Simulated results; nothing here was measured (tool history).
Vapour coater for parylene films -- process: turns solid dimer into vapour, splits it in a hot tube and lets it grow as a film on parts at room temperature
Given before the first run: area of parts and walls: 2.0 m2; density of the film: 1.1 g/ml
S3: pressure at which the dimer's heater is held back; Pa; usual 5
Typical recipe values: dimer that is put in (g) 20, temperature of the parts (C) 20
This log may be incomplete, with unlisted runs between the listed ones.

Run 1, hour 0: usual settings. Result: thickness of the film (nm) 6370.
Run 2, hour 14.6: usual settings. Result: thickness of the film (nm) 6370.
Run 3, hour 29.4: usual settings but S3 6.61 Pa. Result: thickness of the film (nm) 5940.
Run 4, hour 36.4: usual settings but S3 6.61 Pa. Result: thickness of the film (nm) 5910.
Run 5, hour 47.9: usual settings but S3 6.61 Pa. Result: thickness of the film (nm) 5990.
Run 6, hour 59.6: usual settings. Result: thickness of the film (nm) 6220.
Run 7, hour 74.5: usual settings. Result: thickness of the film (nm) 6260.
Run 8, hour 89.4: usual settings. Result: thickness of the film (nm) 6210.
Run 9, hour 105.2: usual settings but dimer that is put in (g) 10. Result: thickness of the film (nm) 3080.
At hour 110.6: trap's valve overhauled.
Run 10, hour 124.9: usual settings but dimer that is put in (g) 35, temperature of the parts (C) 14. Result: thickness of the film (nm) 12660.
Run 11, hour 137.9: usual settings but dimer that is put in (g) 35, temperature of the parts (C) 14. Result: thickness of the film (nm) 12480.
Run 12, hour 149.9: usual settings but dimer that is put in (g) 21, temperature of the parts (C) 28, S3 2.19 Pa. Result: thickness of the film (nm) 5450.
Run 13, hour 161.2: usual settings but dimer that is put in (g) 21, temperature of the parts (C) 28, S3 2.19 Pa. Result: thickness of the film (nm) 5440.
Run 14, hour 173.4: usual settings but dimer that is put in (g) 31, temperature of the parts (C) 21. Result: thickness of the film (nm) 8610.
Run 15, hour 185.9: usual settings but dimer that is put in (g) 31, temperature of the parts (C) 21. Result: thickness of the film (nm) 8450.
At hour 194.1: trap's valve overhauled, once more.
Run 16, hour 202.9: usual settings but dimer that is put in (g) 10. Result: thickness of the film (nm) 3290.
Run 17, hour 215.7: usual settings but dimer that is put in (g) 32, temperature of the parts (C) 23, S3 11.12 Pa. Result: thickness of the film (nm) 7890.
Run 18, hour 226.7: usual settings but dimer that is put in (g) 9, temperature of the parts (C) 19, S3 2.77 Pa. Result: thickness of the film (nm) 3480.

Some steps in thickness of the film (nm), run to run, broken into two amounts with sign: the step expected even without the hidden condition (settings, incoming material, random variation), and the rest, left for the hidden condition together with whatever gauge scatter is not in both the measured and the hidden-condition-free result:
Hidden state at play: vapour lost through the trap's worn valve, %; true temperature of the parts over the reading, C; drift of the gauge itself on film_um, %.
Run 9 -> 10: dimer that is put in (g) 10 -> 35, temperature of the parts (C) 20 -> 14, trap's valve overhauled. thickness of the film (nm) +9580: hidden state -1590, all else +11170.

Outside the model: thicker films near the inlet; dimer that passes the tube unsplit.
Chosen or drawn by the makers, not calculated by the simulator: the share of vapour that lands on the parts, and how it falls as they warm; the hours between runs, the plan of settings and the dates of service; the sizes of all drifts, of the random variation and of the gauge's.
